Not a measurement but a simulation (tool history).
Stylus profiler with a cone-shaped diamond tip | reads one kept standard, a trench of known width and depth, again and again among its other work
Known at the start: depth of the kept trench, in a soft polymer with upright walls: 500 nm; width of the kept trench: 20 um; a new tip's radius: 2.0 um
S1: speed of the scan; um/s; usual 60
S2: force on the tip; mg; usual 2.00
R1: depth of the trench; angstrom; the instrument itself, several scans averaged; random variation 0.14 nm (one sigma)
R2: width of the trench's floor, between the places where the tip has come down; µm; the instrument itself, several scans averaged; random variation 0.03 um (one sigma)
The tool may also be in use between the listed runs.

| run | day | S1 | S2 | R1 | R2 |
|---|---|---|---|---|---|
| 1 | 0.000 | 60 | 2.00 | 5047.6 | 17.15 |
| 2 | 2.083 | 60 | 2.00 | 5047.8 | 17.17 |
| 3 | 3.596 | 60 | 1.97 | 5047.9 | 17.15 |
| 4 | 5.700 | 60 | 1.97 | 5044.9 | 17.15 |
| 5 | 8.238 | 60 | 2.12 | 5048.2 | 17.17 |
| 6 | 9.342 | 60 | 2.00 | 5048.6 | 17.11 |
| 7 | 10.579 | 60 | 2.00 | 5047.8 | 17.15 |
| 8 | 13.192 | 60 | 2.00 | 5046.9 | 17.18 |
| 9 | 14.288 | 60 | 2.00 | 5048.8 | 17.14 |
| 10 | 15.521 | 60 | 2.00 | 5046.9 | 17.13 |
| 11 | 16.738 | 60 | 2.00 | 5046.1 | 17.15 |
| 12 | 18.817 | 60 | 2.00 | 5046.9 | 17.14 |
| 13 | 20.346 | 60 | 2.00 | 5043.0 | 17.16 |
| 14 | 22.679 | 60 | 2.00 | 5047.8 | 17.17 |
| 15 | 24.354 | 24 | 2.00 | 5045.9 | 17.28 |
| 16 | 27.012 | 24 | 2.00 | 5046.7 | 17.24 |
| 17 | 29.696 | 24 | 2.00 | 5045.4 | 17.28 |
| 18 | 32.308 | 24 | 2.00 | 5046.5 | 17.24 |
| 19 | 34.104 | 60 | 1.38 | 5036.3 | 17.10 |
| 20 | 35.779 | 202 | 2.00 | 5046.5 | 16.67 |
| 21 | 37.838 | 202 | 2.00 | 5046.2 | 16.64 |
| 22 | 39.658 | 202 | 2.00 | 5044.3 | 16.61 |
| 23 | 40.742 | 202 | 2.00 | 5044.2 | 16.63 |
| 24 | 42.092 | 60 | 3.70 | 5069.6 | 17.21 |
| 25 | 43.854 | 24 | 1.25 | 5034.6 | 17.27 |
| 26 | 46.175 | 54 | 1.25 | 5033.2 | 17.12 |
| 27 | 47.962 | 48 | 0.99 | 5028.7 | 17.16 |
| 28 | 49.950 | 89 | 2.44 | 5053.4 | 17.03 |
| 29 | 51.496 | 21 | 1.80 | 5041.8 | 17.28 |
| 30 | 53.421 | 52 | 3.42 | 5067.7 | 17.20 |
| 31 | 54.983 | 37 | 4.40 | 5079.6 | 17.29 |
| 32 | 56.608 | 54 | 1.16 | 5031.4 | 17.14 |
| 33 | 58.117 | 54 | 1.16 | 5032.1 | 17.05 |
| 34 | 60.562 | 60 | 3.30 | 5065.9 | 17.19 |
| 35 | 62.954 | 70 | 1.65 | 5040.4 | 17.03 |
| 36 | 64.608 | 116 | 3.49 | 5066.0 | 17.02 |
| 37 | 67.262 | 34 | 1.59 | 5038.0 | 17.22 |
| 38 | 68.725 | 44 | 0.73 | 5022.6 | 17.13 |
| 39 | 70.304 | 188 | 4.53 | 5082.4 | 16.88 |
| 40 | 72.183 | 49 | 2.07 | 5049.0 | 17.16 |
| 41 | 73.942 | 49 | 2.07 | 5047.9 | 17.17 |
| 42 | 75.558 | 49 | 2.07 | 5047.6 | 17.23 |
|  | 77.067 | height scale calibrated on a step standard |
| 43 | 78.175 | 39 | 0.70 | 5023.4 | 17.12 |
| 44 | 79.688 | 39 | 0.70 | 5023.2 | 17.09 |
| 45 | 81.404 | 114 | 2.00 | 5048.3 | 16.91 |
| 46 | 84.071 | 114 | 2.00 | 5049.9 | 17.01 |
| 47 | 85.458 | 152 | 3.07 | 5062.5 | 16.90 |

Forecast each of these 3 alternatives for the next run:
| A | 87.588 | 34 | 2.00 | ? | ? |
| B | 87.588 | 60 | 2.22 | ? | ? |
| C | 87.588 | 152 | 1.81 | ? | ? |

| run | R1 | R2 |
|---|---|---|
| A | 5044.3 | 17.23 |
| B | 5052.2 | 17.12 |
| C | 5044.0 | 16.79 |
Without the tool's hidden state the same runs would have given:
| run | R1 | R2 |
|---|---|---|
| A | 5044.3 | 17.24 |
| B | 5052.2 | 17.13 |
| C | 5044.0 | 16.79 |

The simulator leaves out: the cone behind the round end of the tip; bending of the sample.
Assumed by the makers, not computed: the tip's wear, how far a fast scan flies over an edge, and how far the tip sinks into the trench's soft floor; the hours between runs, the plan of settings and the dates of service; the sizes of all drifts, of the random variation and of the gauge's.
